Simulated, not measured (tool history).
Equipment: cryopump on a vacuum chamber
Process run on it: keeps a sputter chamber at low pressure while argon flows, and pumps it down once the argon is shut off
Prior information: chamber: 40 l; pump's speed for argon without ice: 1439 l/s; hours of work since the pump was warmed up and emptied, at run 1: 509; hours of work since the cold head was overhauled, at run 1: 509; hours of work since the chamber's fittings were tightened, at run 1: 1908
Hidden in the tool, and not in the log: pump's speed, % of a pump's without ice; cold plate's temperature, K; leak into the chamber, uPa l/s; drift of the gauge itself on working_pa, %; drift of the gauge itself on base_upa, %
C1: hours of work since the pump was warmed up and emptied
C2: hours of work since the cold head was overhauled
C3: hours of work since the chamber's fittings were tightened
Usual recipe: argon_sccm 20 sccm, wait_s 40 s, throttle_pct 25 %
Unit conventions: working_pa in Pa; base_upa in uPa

Run 1, day 0: usual settings; C1 509; C2 509; C3 1908. Result: working_pa 0.0981 Pa, base_upa 2.93 uPa.
Run 2, day 0.517: usual settings; C1 519; C2 519; C3 1918. Result: working_pa 0.0975 Pa, base_upa 2.94 uPa.
Run 3, day 0.992: usual settings; C1 528; C2 528; C3 1927. Result: working_pa 0.0994 Pa, base_upa 2.93 uPa.
Run 4, day 1.433: usual settings; C1 536; C2 536; C3 1935. Result: working_pa 0.0979 Pa, base_upa 2.98 uPa.
Run 5, day 2.008: usual settings; C1 547; C2 547; C3 1946. Result: working_pa 0.0993 Pa, base_upa 2.9 uPa.
Run 6, day 2.429: usual settings; C1 556; C2 556; C3 1954. Result: working_pa 0.098 Pa, base_upa 3.02 uPa.
Run 7, day 2.733: usual settings; C1 561; C2 561; C3 1960. Result: working_pa 0.0979 Pa, base_upa 3 uPa.
Run 8, day 3.071: usual settings; C1 568; C2 568; C3 1967. Result: working_pa 0.0983 Pa, base_upa 2.94 uPa.
Run 9, day 3.675: usual settings; C1 580; C2 580; C3 1979. Result: working_pa 0.0993 Pa, base_upa 3.01 uPa.
Run 10, day 4.012: usual settings; C1 586; C2 586; C3 1985. Result: working_pa 0.0993 Pa, base_upa 2.98 uPa.
Run 11, day 4.583: usual settings; C1 597; C2 597; C3 1996. Result: working_pa 0.0988 Pa, base_upa 2.96 uPa.
At day 5.138: pump warmed up, emptied and cooled again.
Run 12, day 5.308: usual settings; C1 3; C2 607; C3 2006. Result: working_pa 0.0937 Pa, base_upa 2.87 uPa.
Run 13, day 5.979: usual settings; C1 16; C2 620; C3 2019. Result: working_pa 0.0936 Pa, base_upa 2.94 uPa.
Run 14, day 6.55: usual settings but wait_s 101 s; C1 27; C2 631; C3 2030. Result: working_pa 0.0951 Pa, base_upa 1.37 uPa.
Run 15, day 6.962: usual settings but wait_s 195 s; C1 35; C2 639; C3 2038. Result: working_pa 0.0946 Pa, base_upa 0.91 uPa.
Run 16, day 7.629: usual settings but wait_s 195 s; C1 48; C2 652; C3 2051. Result: working_pa 0.0935 Pa, base_upa 0.95 uPa.
Run 17, day 7.938: usual settings but throttle_pct 15 %; C1 54; C2 658; C3 2057. Result: working_pa 0.1592 Pa, base_upa 2.87 uPa.
Run 18, day 8.233: usual settings; C1 60; C2 663; C3 2062. Result: working_pa 0.0953 Pa, base_upa 2.91 uPa.
Run 19, day 8.808: usual settings but throttle_pct 43 %; C1 71; C2 675; C3 2073. Result: working_pa 0.0554 Pa, base_upa 2.92 uPa.
Run 20, day 9.096: usual settings but throttle_pct 59 %; C1 76; C2 680; C3 2079. Result: working_pa 0.0404 Pa, base_upa 2.89 uPa.
At day 9.242: leaking fittings of the chamber tightened, without venting.
Run 21, day 9.554: usual settings but throttle_pct 59 %; C1 84; C2 687; C3 6. Result: working_pa 0.0419 Pa, base_upa 2.74 uPa.
Run 22, day 10.233: usual settings but wait_s 46 s, throttle_pct 28 %; C1 97; C2 700; C3 19. Result: working_pa 0.0846 Pa, base_upa 2.3 uPa.
Run 23, day 10.533: usual settings but wait_s 46 s, throttle_pct 28 %; C1 102; C2 706; C3 25. Result: working_pa 0.0851 Pa, base_upa 2.32 uPa.
Run 24, day 11.038: usual settings but argon_sccm 23 sccm, wait_s 43 s, throttle_pct 46 %; C1 112; C2 716; C3 35. Result: working_pa 0.0599 Pa, base_upa 2.52 uPa.
Run 25, day 11.483: usual settings but argon_sccm 38 sccm, wait_s 47 s; C1 121; C2 725; C3 43. Result: working_pa 0.1808 Pa, base_upa 2.31 uPa.
Run 26, day 12.146: usual settings but argon_sccm 14 sccm, wait_s 55 s; C1 133; C2 737; C3 56. Result: working_pa 0.0661 Pa, base_upa 2.01 uPa.
Run 27, day 12.638: usual settings but argon_sccm 10 sccm, wait_s 64 s; C1 143; C2 747; C3 65. Result: working_pa 0.0475 Pa, base_upa 1.75 uPa.
Run 28, day 13.225: usual settings but wait_s 83 s; C1 154; C2 758; C3 77. Result: working_pa 0.0951 Pa, base_upa 1.38 uPa.
Run 29, day 13.533: usual settings but wait_s 83 s; C1 160; C2 764; C3 83. Result: working_pa 0.0947 Pa, base_upa 1.43 uPa.
Run 30, day 14.175: usual settings but argon_sccm 26 sccm, wait_s 45 s, throttle_pct 56 %; C1 173; C2 776; C3 95. Result: working_pa 0.0569 Pa, base_upa 2.39 uPa.
Run 31, day 14.671: usual settings but argon_sccm 26 sccm, wait_s 45 s, throttle_pct 56 %; C1 182; C2 786; C3 105. Result: working_pa 0.0566 Pa, base_upa 2.35 uPa.
Run 32, day 15.292: usual settings but argon_sccm 26 sccm, wait_s 45 s, throttle_pct 56 %; C1 194; C2 798; C3 117. Result: working_pa 0.0567 Pa, base_upa 2.42 uPa.
Run 33, day 15.925: usual settings but argon_sccm 9 sccm, wait_s 186 s, throttle_pct 28 %; C1 206; C2 810; C3 129. Result: working_pa 0.0387 Pa, base_upa 0.75 uPa.
Run 34, day 16.346: usual settings but argon_sccm 23 sccm, wait_s 186 s, throttle_pct 38 %; C1 215; C2 818; C3 137. Result: working_pa 0.0737 Pa, base_upa 0.77 uPa.
Run 35, day 16.775: usual settings but argon_sccm 23 sccm, wait_s 186 s, throttle_pct 38 %; C1 223; C2 827; C3 145. Result: working_pa 0.073 Pa, base_upa 0.75 uPa.

3 options for the next run, each taken on its own from the tool as it stands now. Forecast them:
Run A, day 17.312: usual settings but argon_sccm 24 sccm, wait_s 23 s, throttle_pct 42 %; C1 233; C2 837; C3 156. Result: working_pa ?, base_upa ?.
Run B, day 17.312: usual settings but argon_sccm 22 sccm, wait_s 22 s; C1 233; C2 837; C3 156. Result: working_pa ?, base_upa ?.
Run C, day 17.312: usual settings but argon_sccm 23 sccm, wait_s 52 s, throttle_pct 38 %; C1 233; C2 837; C3 156. Result: working_pa ?, base_upa ?.

run  working_pa  base_upa
  A      0.0686      4.49
  B      0.1053      4.74
  C      0.0738      2.11
Had the tool no hidden state, the same runs would have come out as:
run  working_pa  base_upa
  A      0.0662      4.45
  B      0.1031       4.7
  C      0.0714      2.07

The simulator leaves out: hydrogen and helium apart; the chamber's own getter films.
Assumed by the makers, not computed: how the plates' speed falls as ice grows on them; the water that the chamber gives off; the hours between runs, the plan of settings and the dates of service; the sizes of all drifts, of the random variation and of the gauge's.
